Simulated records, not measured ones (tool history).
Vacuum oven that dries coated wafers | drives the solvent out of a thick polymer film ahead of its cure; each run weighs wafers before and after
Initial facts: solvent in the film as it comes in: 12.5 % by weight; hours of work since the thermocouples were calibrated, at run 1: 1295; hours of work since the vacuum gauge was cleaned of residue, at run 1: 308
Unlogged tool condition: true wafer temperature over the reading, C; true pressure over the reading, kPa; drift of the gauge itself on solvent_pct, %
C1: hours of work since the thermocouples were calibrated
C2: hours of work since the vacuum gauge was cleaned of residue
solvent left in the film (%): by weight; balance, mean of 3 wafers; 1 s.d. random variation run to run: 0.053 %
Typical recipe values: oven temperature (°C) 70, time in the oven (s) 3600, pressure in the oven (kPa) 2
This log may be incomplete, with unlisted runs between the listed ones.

{"run": 1, "day": 0.0, "oven temperature (°C)": 70, "time in the oven (s)": 3600, "pressure in the oven (kPa)": 2, "C1": 1295, "C2": 308, "solvent left in the film (%)": 1.65}
{"run": 2, "day": 0.258, "oven temperature (°C)": 70, "time in the oven (s)": 3600, "pressure in the oven (kPa)": 2, "C1": 1299, "C2": 311, "solvent left in the film (%)": 1.69}
{"run": 3, "day": 0.592, "oven temperature (°C)": 70, "time in the oven (s)": 3600, "pressure in the oven (kPa)": 2, "C1": 1303, "C2": 316, "solvent left in the film (%)": 1.65}
{"run": 4, "day": 1.217, "oven temperature (°C)": 70, "time in the oven (s)": 3600, "pressure in the oven (kPa)": 2, "C1": 1312, "C2": 324, "solvent left in the film (%)": 1.71}
{"run": 5, "day": 1.604, "oven temperature (°C)": 70, "time in the oven (s)": 3600, "pressure in the oven (kPa)": 2, "C1": 1317, "C2": 330, "solvent left in the film (%)": 1.71}
{"run": 6, "day": 2.158, "oven temperature (°C)": 70, "time in the oven (s)": 3600, "pressure in the oven (kPa)": 2.78, "C1": 1325, "C2": 337, "solvent left in the film (%)": 2.09}
{"run": 7, "day": 2.762, "oven temperature (°C)": 70, "time in the oven (s)": 3600, "pressure in the oven (kPa)": 2.78, "C1": 1333, "C2": 346, "solvent left in the film (%)": 2.13}
{"run": 8, "day": 3.046, "oven temperature (°C)": 70, "time in the oven (s)": 3600, "pressure in the oven (kPa)": 2.78, "C1": 1337, "C2": 350, "solvent left in the film (%)": 2.01}
{"day": 3.15, "done": "vacuum gauge cleaned of residue and calibrated"}
{"run": 9, "day": 3.721, "oven temperature (°C)": 70, "time in the oven (s)": 4860, "pressure in the oven (kPa)": 2, "C1": 1346, "C2": 8, "solvent left in the film (%)": 1.37}
{"run": 10, "day": 4.133, "oven temperature (°C)": 62, "time in the oven (s)": 1860, "pressure in the oven (kPa)": 2.75, "C1": 1352, "C2": 14, "solvent left in the film (%)": 6.05}
{"run": 11, "day": 4.725, "oven temperature (°C)": 62, "time in the oven (s)": 1860, "pressure in the oven (kPa)": 2.75, "C1": 1360, "C2": 22, "solvent left in the film (%)": 6}
{"run": 12, "day": 5.329, "oven temperature (°C)": 62, "time in the oven (s)": 1860, "pressure in the oven (kPa)": 2.75, "C1": 1368, "C2": 30, "solvent left in the film (%)": 5.89}
{"run": 13, "day": 5.629, "oven temperature (°C)": 62, "time in the oven (s)": 1860, "pressure in the oven (kPa)": 2.75, "C1": 1372, "C2": 34, "solvent left in the film (%)": 5.84}
{"day": 6.112, "done": "vacuum gauge cleaned of residue and calibrated, once more"}
{"run": 14, "day": 6.296, "oven temperature (°C)": 58, "time in the oven (s)": 4080, "pressure in the oven (kPa)": 4.21, "C1": 1381, "C2": 3, "solvent left in the film (%)": 6.01}
{"run": 15, "day": 6.867, "oven temperature (°C)": 75, "time in the oven (s)": 4860, "pressure in the oven (kPa)": 3.54, "C1": 1389, "C2": 11, "solvent left in the film (%)": 1.7}
{"run": 16, "day": 7.362, "oven temperature (°C)": 75, "time in the oven (s)": 4860, "pressure in the oven (kPa)": 3.54, "C1": 1396, "C2": 17, "solvent left in the film (%)": 1.71}
{"run": 17, "day": 7.979, "oven temperature (°C)": 75, "time in the oven (s)": 4860, "pressure in the oven (kPa)": 2.02, "C1": 1404, "C2": 26, "solvent left in the film (%)": 0.97}
{"run": 18, "day": 8.588, "oven temperature (°C)": 71, "time in the oven (s)": 4500, "pressure in the oven (kPa)": 2.73, "C1": 1413, "C2": 34, "solvent left in the film (%)": 1.72}

What if the next run were any one of these 4? Each begins from the tool's condition after run 18:
{"run": "A", "day": 8.992, "oven temperature (°C)": 71, "time in the oven (s)": 3300, "pressure in the oven (kPa)": 1.78, "C1": 1418, "C2": 40, "solvent left in the film (%)": "?"}
{"run": "B", "day": 8.992, "oven temperature (°C)": 81, "time in the oven (s)": 3300, "pressure in the oven (kPa)": 1.32, "C1": 1418, "C2": 40, "solvent left in the film (%)": "?"}
{"run": "C", "day": 8.992, "oven temperature (°C)": 70, "time in the oven (s)": 3600, "pressure in the oven (kPa)": 4.27, "C1": 1418, "C2": 40, "solvent left in the film (%)": "?"}
{"run": "D", "day": 8.992, "oven temperature (°C)": 70, "time in the oven (s)": 3600, "pressure in the oven (kPa)": 2.32, "C1": 1418, "C2": 40, "solvent left in the film (%)": "?"}

run=A solvent_left_in_the_film_(%)=1.44
run=B solvent_left_in_the_film_(%)=0.47
run=C solvent_left_in_the_film_(%)=2.9
run=D solvent_left_in_the_film_(%)=1.8
Without the tool's unlogged condition, the same runs would have read:
run=A solvent_left_in_the_film_(%)=1.75
run=B solvent_left_in_the_film_(%)=0.52
run=C solvent_left_in_the_film_(%)=3.29
run=D solvent_left_in_the_film_(%)=2.13
